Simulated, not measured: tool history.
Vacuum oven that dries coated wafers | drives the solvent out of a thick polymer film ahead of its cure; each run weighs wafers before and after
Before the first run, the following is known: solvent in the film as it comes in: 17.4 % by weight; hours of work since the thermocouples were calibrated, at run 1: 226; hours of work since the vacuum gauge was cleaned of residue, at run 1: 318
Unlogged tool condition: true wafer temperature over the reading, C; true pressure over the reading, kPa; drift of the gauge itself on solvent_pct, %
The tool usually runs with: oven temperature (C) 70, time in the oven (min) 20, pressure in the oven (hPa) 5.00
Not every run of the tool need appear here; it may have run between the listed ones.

run	day	oven temperature (C)	time in the oven (min)	pressure in the oven (hPa)	hours of work since the thermocouples were calibrated	hours of work since the vacuum gauge was cleaned of residue	solvent left in the film (%)
1	0.000	70	20	5.00	226	318	3.40
2	0.346	70	20	5.00	230	321	3.36
3	0.825	70	20	5.00	234	326	3.41
4	1.279	70	20	5.00	239	331	3.42
5	1.592	70	20	5.00	242	334	3.43
6	2.033	70	20	5.00	246	338	3.39
# day 2.154: oven's thermocouples calibrated
7	2.354	70	20	5.00	2	340	3.34
8	2.758	71	20	9.51	6	344	3.10
9	3.212	83	22	19.67	11	349	0.55
10	3.538	83	22	14.35	14	352	0.45
11	4.042	56	31	2.60	19	357	6.65
12	4.558	66	29	2.60	24	362	2.96
# day 4.754: oven's thermocouples calibrated, once more
13	4.908	66	29	2.60	2	365	3.05
14	5.167	75	18	4.46	4	368	2.21

For some of the steps in solvent left in the film (%) from one run to the next: how much would appear even if the tool had no hidden state, given the settings, what came in and random variation, and how much remains for the hidden state plus any gauge scatter that the measured result and the result without hidden state don't share?
Run 10 -> 11: oven temperature (C) 83 -> 56, time in the oven (min) 22 -> 31, pressure in the oven (hPa) 14.35 -> 2.60. solvent left in the film (%) +6.20: hidden state -0.17, all else +6.37.
